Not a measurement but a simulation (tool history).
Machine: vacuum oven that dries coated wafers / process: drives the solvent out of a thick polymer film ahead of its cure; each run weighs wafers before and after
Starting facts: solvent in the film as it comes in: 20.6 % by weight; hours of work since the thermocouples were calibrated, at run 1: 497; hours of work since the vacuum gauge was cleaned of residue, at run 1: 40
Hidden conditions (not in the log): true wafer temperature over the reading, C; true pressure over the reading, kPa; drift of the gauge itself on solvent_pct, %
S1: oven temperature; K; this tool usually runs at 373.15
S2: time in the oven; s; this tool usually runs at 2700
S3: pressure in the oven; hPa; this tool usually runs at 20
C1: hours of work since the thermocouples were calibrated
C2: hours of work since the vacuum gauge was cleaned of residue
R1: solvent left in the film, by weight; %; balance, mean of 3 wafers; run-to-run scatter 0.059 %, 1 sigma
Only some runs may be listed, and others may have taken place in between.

| run | day | S1 | S2 | S3 | C1 | C2 | R1 |
|---|---|---|---|---|---|---|---|
| 1 | 0 | 373.15 | 2700 | 20 | 497 | 40 | 3.08 |
| 2 | 0.688 | 373.15 | 2700 | 20 | 504 | 47 | 3.18 |
| 3 | 1.121 | 373.15 | 2700 | 78 | 509 | 51 | 8.04 |
| 4 | 1.896 | 373.15 | 2700 | 78 | 517 | 59 | 8.07 |
| 5 | 2.562 | 373.15 | 2700 | 78 | 524 | 66 | 8.05 |
| 6 | 3.075 | 373.15 | 2700 | 78 | 529 | 71 | 7.75 |
| 7 | 3.483 | 373.15 | 2700 | 78 | 533 | 75 | 7.95 |
| 8 | 4.029 | 373.15 | 1800 | 20 | 538 | 81 | 4.8 |
| 9 | 4.575 | 373.15 | 1800 | 20 | 544 | 86 | 4.83 |
|  | 4.712 | vacuum gauge cleaned of residue and calibrated |
| 10 | 5.167 | 373.15 | 1800 | 20 | 549 | 5 | 4.86 |
| 11 | 5.588 | 373.15 | 2700 | 20 | 554 | 9 | 3.18 |
| 12 | 6.138 | 373.15 | 2700 | 27.2 | 559 | 15 | 3.67 |
| 13 | 6.962 | 373.15 | 2700 | 63.9 | 568 | 23 | 6.92 |
| 14 | 7.588 | 370.15 | 3480 | 15.2 | 574 | 29 | 2.54 |
|  | 8.004 | vacuum gauge cleaned of residue and calibrated, once more |
| 15 | 8.358 | 370.15 | 3480 | 15.2 | 581 | 4 | 2.53 |
| 16 | 9.012 | 384.15 | 2760 | 20 | 588 | 10 | 1.47 |
| 17 | 9.596 | 381.15 | 1860 | 20 | 594 | 16 | 2.85 |
| 18 | 9.958 | 362.15 | 4320 | 37.3 | 598 | 20 | 6.07 |
| 19 | 10.738 | 362.15 | 4320 | 37.3 | 606 | 28 | 6.16 |
| 20 | 11.479 | 370.15 | 4380 | 17 | 613 | 35 | 2.2 |
| 21 | 11.904 | 370.15 | 4380 | 17 | 617 | 40 | 2.15 |
| 22 | 12.5 | 373.15 | 2700 | 28 | 624 | 46 | 3.74 |

Run 23 is up next; what results do you expect?
| 23 | 13.242 | 367.15 | 2700 | 20 | 631 | 53 | ? |

R1: 4.5 %
On a tool with no hidden condition, and with the same random variation, this run would have come out at R1 4.52 %.

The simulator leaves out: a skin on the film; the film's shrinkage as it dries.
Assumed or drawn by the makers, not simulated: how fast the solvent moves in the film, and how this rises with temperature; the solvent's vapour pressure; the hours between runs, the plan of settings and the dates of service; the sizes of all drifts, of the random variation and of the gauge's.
